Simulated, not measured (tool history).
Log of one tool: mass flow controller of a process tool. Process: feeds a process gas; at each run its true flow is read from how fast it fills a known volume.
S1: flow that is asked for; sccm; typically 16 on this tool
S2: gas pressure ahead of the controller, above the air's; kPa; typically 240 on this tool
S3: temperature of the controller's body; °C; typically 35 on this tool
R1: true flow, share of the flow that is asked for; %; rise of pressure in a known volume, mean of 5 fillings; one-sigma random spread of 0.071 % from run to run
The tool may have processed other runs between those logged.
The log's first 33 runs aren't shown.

run,day,S1,S2,S3,R1
34,222.092,16,240,33,99.00
35,230.925,16,240,33,98.90
36,235.567,16,172,20,97.92
37,244.975,14,195,24,98.04
38,251.312,16,240,37,99.03
39,257.950,16,271,35,98.76
40,263.446,16,271,35,98.86
41,269.904,16,271,35,98.82
42,278.350,16,271,35,98.85
43,283.083,15,240,21,97.49
44,289.083,15,240,34,98.68
45,295.346,3,240,35,97.15
46,300.675,16,254,22,97.66

What if the next run were any one of these 4? Each begins from the tool's condition after run 46:
A,309.996,16,240,27,?
B,309.996,16,240,25,?
C,309.996,2,155,23,?
D,309.996,16,254,38,?

run,R1
A,97.81
B,97.88
C,95.18
D,98.96
With the hidden condition removed and each run's random variation left untouched, the same runs would have given:
run,R1
A,99.73
B,99.81
C,99.36
D,100.89
